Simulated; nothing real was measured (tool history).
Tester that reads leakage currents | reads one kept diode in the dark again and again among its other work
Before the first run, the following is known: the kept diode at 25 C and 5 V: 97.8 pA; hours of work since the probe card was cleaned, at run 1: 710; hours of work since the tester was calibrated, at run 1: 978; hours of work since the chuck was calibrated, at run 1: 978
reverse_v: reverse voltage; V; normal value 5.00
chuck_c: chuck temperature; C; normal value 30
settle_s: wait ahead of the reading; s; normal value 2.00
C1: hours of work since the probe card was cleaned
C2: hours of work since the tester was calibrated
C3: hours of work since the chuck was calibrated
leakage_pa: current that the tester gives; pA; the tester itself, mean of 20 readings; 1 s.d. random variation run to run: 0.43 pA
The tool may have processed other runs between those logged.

Run 1, hour 0.0: usual settings; C1 710; C2 978; C3 978. Result: leakage_pa 143.43 pA.
Run 2, hour 21.9: usual settings; C1 720; C2 988; C3 988. Result: leakage_pa 142.89 pA.
Run 3, hour 60.1: usual settings; C1 737; C2 1005; C3 1005. Result: leakage_pa 142.94 pA.
Run 4, hour 109.1: usual settings; C1 759; C2 1028; C3 1028. Result: leakage_pa 142.53 pA.
Run 5, hour 156.3: usual settings; C1 781; C2 1049; C3 1049. Result: leakage_pa 142.90 pA.
Run 6, hour 189.9: usual settings but chuck_c 21 C; C1 796; C2 1065; C3 1065. Result: leakage_pa 72.89 pA.
Run 7, hour 226.4: usual settings but chuck_c 21 C; C1 813; C2 1081; C3 1081. Result: leakage_pa 72.90 pA.
Run 8, hour 273.0: usual settings; C1 834; C2 1102; C3 1102. Result: leakage_pa 142.59 pA.
Run 9, hour 310.5: usual settings; C1 851; C2 1120; C3 1120. Result: leakage_pa 142.61 pA.
Run 10, hour 344.7: usual settings; C1 867; C2 1135; C3 1135. Result: leakage_pa 143.84 pA.
Run 11, hour 383.3: usual settings; C1 885; C2 1153; C3 1153. Result: leakage_pa 143.05 pA.
Run 12, hour 431.8: usual settings but settle_s 7.27 s; C1 907; C2 1175; C3 1175. Result: leakage_pa 142.88 pA.
Run 13, hour 460.0: usual settings but settle_s 7.27 s; C1 920; C2 1188; C3 1188. Result: leakage_pa 142.49 pA.
Run 14, hour 485.0: usual settings but settle_s 7.27 s; C1 931; C2 1199; C3 1199. Result: leakage_pa 142.08 pA.
Run 15, hour 519.6: usual settings but settle_s 7.27 s; C1 947; C2 1215; C3 1215. Result: leakage_pa 142.39 pA.
Run 16, hour 544.2: usual settings but settle_s 7.27 s; C1 958; C2 1226; C3 1226. Result: leakage_pa 142.51 pA.
Run 17, hour 579.4: usual settings but settle_s 7.27 s; C1 974; C2 1242; C3 1242. Result: leakage_pa 142.70 pA.
Run 18, hour 624.5: usual settings but chuck_c 43 C; C1 995; C2 1263; C3 1263. Result: leakage_pa 356.38 pA.
Run 19, hour 658.2: usual settings but reverse_v 3.89 V; C1 1010; C2 1278; C3 1278. Result: leakage_pa 122.46 pA.
Run 20, hour 682.6: usual settings but reverse_v 3.89 V; C1 1021; C2 1289; C3 1289. Result: leakage_pa 122.88 pA.
Run 21, hour 710.6: usual settings but reverse_v 3.35 V, chuck_c 50 C, settle_s 1.02 s; C1 1034; C2 1302; C3 1302. Result: leakage_pa 443.06 pA.
Run 22, hour 755.8: usual settings but chuck_c 32 C; C1 1054; C2 1323; C3 1323. Result: leakage_pa 164.82 pA.
Run 23, hour 782.3: usual settings but reverse_v 11.86 V, chuck_c 32 C, settle_s 0.31 s; C1 1066; C2 1335; C3 1335. Result: leakage_pa 287.96 pA.
Run 24, hour 813.2: usual settings but reverse_v 11.86 V, chuck_c 32 C, settle_s 0.73 s; C1 1081; C2 1349; C3 1349. Result: leakage_pa 279.41 pA.
Run 25, hour 854.2: usual settings but reverse_v 11.86 V, chuck_c 32 C, settle_s 0.73 s; C1 1099; C2 1367; C3 1367. Result: leakage_pa 278.73 pA.
Run 26, hour 898.7: usual settings but reverse_v 1.09 V, chuck_c 53 C, settle_s 0.36 s; C1 1120; C2 1388; C3 1388. Result: leakage_pa 275.07 pA.
Run 27, hour 936.8: usual settings but reverse_v 1.09 V, chuck_c 53 C, settle_s 0.36 s; C1 1137; C2 1405; C3 1405. Result: leakage_pa 277.19 pA.
Run 28, hour 984.8: usual settings but chuck_c 48 C; C1 1159; C2 1427; C3 1427. Result: leakage_pa 497.58 pA.
Run 29, hour 1015.1: usual settings but reverse_v 2.58 V, chuck_c 48 C, settle_s 3.07 s; C1 1173; C2 1441; C3 1441. Result: leakage_pa 332.83 pA.
Run 30, hour 1036.8: usual settings but reverse_v 1.57 V, chuck_c 48 C, settle_s 1.55 s; C1 1183; C2 1451; C3 1451. Result: leakage_pa 246.71 pA.
Run 31, hour 1078.7: usual settings but reverse_v 1.57 V, chuck_c 48 C, settle_s 1.55 s; C1 1202; C2 1470; C3 1470. Result: leakage_pa 247.96 pA.
Run 32, hour 1123.1: usual settings but reverse_v 1.40 V, chuck_c 44 C, settle_s 0.36 s; C1 1222; C2 1490; C3 1490. Result: leakage_pa 178.69 pA.
Run 33, hour 1164.0: usual settings but reverse_v 1.40 V, chuck_c 44 C, settle_s 0.36 s; C1 1241; C2 1509; C3 1509. Result: leakage_pa 179.19 pA.
Run 34, hour 1195.5: usual settings but reverse_v 1.29 V, chuck_c 35 C, settle_s 5.27 s; C1 1255; C2 1523; C3 1523. Result: leakage_pa 90.38 pA.
Run 35, hour 1229.0: usual settings but chuck_c 50 C; C1 1270; C2 1538; C3 1538. Result: leakage_pa 562.99 pA.
Run 36, hour 1248.8: usual settings but chuck_c 50 C; C1 1279; C2 1547; C3 1547. Result: leakage_pa 562.92 pA.
Run 37, hour 1276.8: usual settings but chuck_c 50 C; C1 1292; C2 1560; C3 1560. Result: leakage_pa 563.15 pA.
Run 38, hour 1323.2: usual settings but reverse_v 3.82 V, chuck_c 54 C, settle_s 0.56 s; C1 1313; C2 1581; C3 1581. Result: leakage_pa 622.68 pA.
Run 39, hour 1362.1: usual settings but reverse_v 6.62 V, chuck_c 27 C; C1 1331; C2 1599; C3 1599. Result: leakage_pa 135.41 pA.
Run 40, hour 1386.4: usual settings but reverse_v 2.92 V, chuck_c 27 C; C1 1342; C2 1610; C3 1610. Result: leakage_pa 83.09 pA.

Branching from run 40: 4 alternative next runs. What would each branch give?
Run A, hour 1424.4: usual settings but settle_s 0.40 s; C1 1359; C2 1627; C3 1627. Result: leakage_pa ?.
Run B, hour 1424.4: usual settings but settle_s 7.11 s; C1 1359; C2 1627; C3 1627. Result: leakage_pa ?.
Run C, hour 1424.4: usual settings but reverse_v 8.57 V, chuck_c 27 C, settle_s 2.76 s; C1 1359; C2 1627; C3 1627. Result: leakage_pa ?.
Run D, hour 1424.4: usual settings but reverse_v 2.63 V, chuck_c 42 C; C1 1359; C2 1627; C3 1627. Result: leakage_pa ?.

run  leakage_pa
  A      146.37
  B      142.68
  C      158.13
  D      226.62
Take away the tool's hidden state, keep each run's random variation, and the runs would have read:
run  leakage_pa
  A      146.36
  B      142.68
  C      158.06
  D      226.73
